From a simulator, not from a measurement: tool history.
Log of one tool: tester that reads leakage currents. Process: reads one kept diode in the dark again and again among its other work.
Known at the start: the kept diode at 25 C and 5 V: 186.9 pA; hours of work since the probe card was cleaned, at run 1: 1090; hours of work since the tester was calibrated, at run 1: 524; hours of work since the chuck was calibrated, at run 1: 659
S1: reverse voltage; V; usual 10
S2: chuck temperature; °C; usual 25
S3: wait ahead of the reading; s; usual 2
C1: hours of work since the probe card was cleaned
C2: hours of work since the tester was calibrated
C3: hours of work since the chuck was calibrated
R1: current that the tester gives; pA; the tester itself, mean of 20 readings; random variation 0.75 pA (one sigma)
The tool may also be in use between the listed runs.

{"run": 1, "hour": 0.0, "S1": 10, "S2": 25, "S3": 2, "C1": 1090, "C2": 524, "C3": 659, "R1": 249.21}
{"run": 2, "hour": 33.1, "S1": 10, "S2": 25, "S3": 2, "C1": 1107, "C2": 541, "C3": 676, "R1": 248.79}
{"run": 3, "hour": 52.9, "S1": 10, "S2": 47, "S3": 2, "C1": 1117, "C2": 552, "C3": 686, "R1": 1622.13}
{"run": 4, "hour": 75.4, "S1": 10, "S2": 47, "S3": 2, "C1": 1129, "C2": 563, "C3": 698, "R1": 1617.63}
{"run": 5, "hour": 103.5, "S1": 10, "S2": 25, "S3": 2, "C1": 1143, "C2": 578, "C3": 712, "R1": 249.7}
{"run": 6, "hour": 140.2, "S1": 10, "S2": 25, "S3": 2, "C1": 1162, "C2": 597, "C3": 731, "R1": 250.67}
{"run": 7, "hour": 165.7, "S1": 10, "S2": 25, "S3": 2, "C1": 1176, "C2": 610, "C3": 745, "R1": 248.85}
{"run": 8, "hour": 184.1, "S1": 7.9, "S2": 57, "S3": 7.37, "C1": 1185, "C2": 620, "C3": 754, "R1": 3158.18}
{"run": 9, "hour": 219.0, "S1": 5.3, "S2": 51, "S3": 3.19, "C1": 1203, "C2": 638, "C3": 772, "R1": 1706.72}
{"run": 10, "hour": 236.6, "S1": 5.3, "S2": 51, "S3": 3.19, "C1": 1212, "C2": 647, "C3": 781, "R1": 1713.44}
{"run": 11, "hour": 269.1, "S1": 4.6, "S2": 25, "S3": 2.65, "C1": 1229, "C2": 663, "C3": 798, "R1": 181.14}
{"run": 12, "hour": 301.7, "S1": 4.6, "S2": 43, "S3": 2.65, "C1": 1246, "C2": 680, "C3": 815, "R1": 856.95}
{"run": 13, "hour": 321.1, "S1": 4.6, "S2": 43, "S3": 2.65, "C1": 1256, "C2": 690, "C3": 825, "R1": 859.98}

Some steps in R1 between neighbouring runs. How much of each would the tool show without its hidden state too (settings, what came in, random variation), and how much is left for the hidden state, with any gauge scatter that isn't in both results?
The hidden state here: stray current of the dirty probe card, pA a volt; current scale over the true one, %; true chuck temperature over the reading, C; drift of the gauge itself on leakage_pa, %.
Run 7 -> 8: S1 10 -> 7.9, S2 25 -> 57, S3 2 -> 7.37. R1 +2909.33 pA: hidden state -1.07, all else +2910.4.
